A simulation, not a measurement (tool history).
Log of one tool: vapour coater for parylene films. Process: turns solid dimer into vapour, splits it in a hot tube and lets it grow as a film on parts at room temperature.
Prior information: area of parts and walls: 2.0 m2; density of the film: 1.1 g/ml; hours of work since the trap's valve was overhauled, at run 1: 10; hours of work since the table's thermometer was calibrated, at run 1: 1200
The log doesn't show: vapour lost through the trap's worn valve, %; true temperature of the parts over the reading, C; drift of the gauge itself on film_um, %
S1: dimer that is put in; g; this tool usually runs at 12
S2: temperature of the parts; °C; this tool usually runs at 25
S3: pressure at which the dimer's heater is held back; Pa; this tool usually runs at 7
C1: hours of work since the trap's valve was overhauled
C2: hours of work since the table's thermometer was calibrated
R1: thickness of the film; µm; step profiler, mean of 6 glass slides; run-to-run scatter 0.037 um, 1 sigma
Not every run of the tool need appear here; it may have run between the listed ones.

run,hour,S1,S2,S3,C1,C2,R1
1,0,12,25,7,10,1200,3.8
2,76.8,12,23,7,70,1260,4.12
3,136.2,12,23,7,117,1306,4
4,201.5,12,25,7,168,1358,3.58
5,262.5,12,25,7,216,1405,3.62
6,311.2,8,25,7,254,1444,2.32
# hour 365.2: trap's valve overhauled
7,365.2,12,25,7,0,1483,3.78
8,423.8,12,35,7,46,1529,2.46
9,489.5,12,23,7,97,1580,3.99
10,550.2,12,25,8.62,145,1628,3.51
11,594.2,12,25,8.62,180,1662,3.43
12,664.7,12,21,8.62,235,1718,3.99
13,719.2,12,21,8.62,278,1760,3.92
# hour 743.7: trap's valve overhauled
14,762.6,12,21,8.62,15,1791,4.24
15,815.9,12,21,8.62,57,1833,4.21
16,856.2,12,25,7,88,1865,3.65
17,891.6,12,25,7,116,1892,3.64
18,958.8,6,25,7,169,1945,1.78
19,1021.8,6,25,7,218,1995,1.75
20,1084.5,12,25,2.28,267,2044,4.43
# hour 1122.4: trap's valve overhauled
21,1127.5,12,25,2.28,4,2074,4.69
22,1175,12,25,5.42,41,2112,3.91
23,1234.7,12,25,5.42,88,2158,3.85
24,1269.9,12,25,5.42,116,2186,3.83
25,1334.2,13,18,2.48,166,2236,5.58
26,1407.1,13,18,2.48,223,2294,5.5
27,1448.8,12,25,8.99,256,2326,3.31
# hour 1503: trap's valve overhauled
28,1503.2,20,20,8.99,0,2366,7.27
29,1551.2,20,20,8.99,38,2403,7.26
# hour 1570.7: table's thermometer calibrated
30,1602.8,10,21,8.71,77,25,3.56
31,1635,7,27,9.8,103,50,1.91
32,1696.1,7,27,9.8,151,98,1.86
33,1735.7,7,27,9.8,182,129,1.89
34,1812.6,12,28,7,242,190,3.24
# hour 1886.1: trap's valve overhauled
35,1893.2,12,25,7.32,6,250,3.8
36,1947.8,7,36,3.59,48,292,1.61
37,2018.6,7,36,3.59,104,348,1.57
38,2056.2,14,17,9.13,133,377,5.75
39,2120.3,12,25,9.77,184,428,3.46
40,2173.5,12,25,9.77,225,470,3.36
41,2239.2,12,25,9.77,277,521,3.34
# hour 2267.1: trap's valve overhauled
42,2305.9,9,30,8.35,30,570,2.29
43,2369,9,18,5.99,80,620,3.93
44,2405.6,9,18,9.57,109,648,3.49
45,2438.5,6,18,9.57,134,674,2.36
46,2489.9,6,18,9.57,175,714,2.36

Forecast each of these 4 alternatives for the next run:
A,2537.1,6,18,2.19,212,751,?
B,2537.1,10,25,4.38,212,751,?
C,2537.1,12,25,5.17,212,751,?
D,2537.1,18,36,3.35,212,751,?

run,R1
A,2.53
B,3.38
C,3.79
D,3.94
With no hidden state in the tool, these same runs would have given:
run,R1
A,2.68
B,3.63
C,4.08
D,4.24
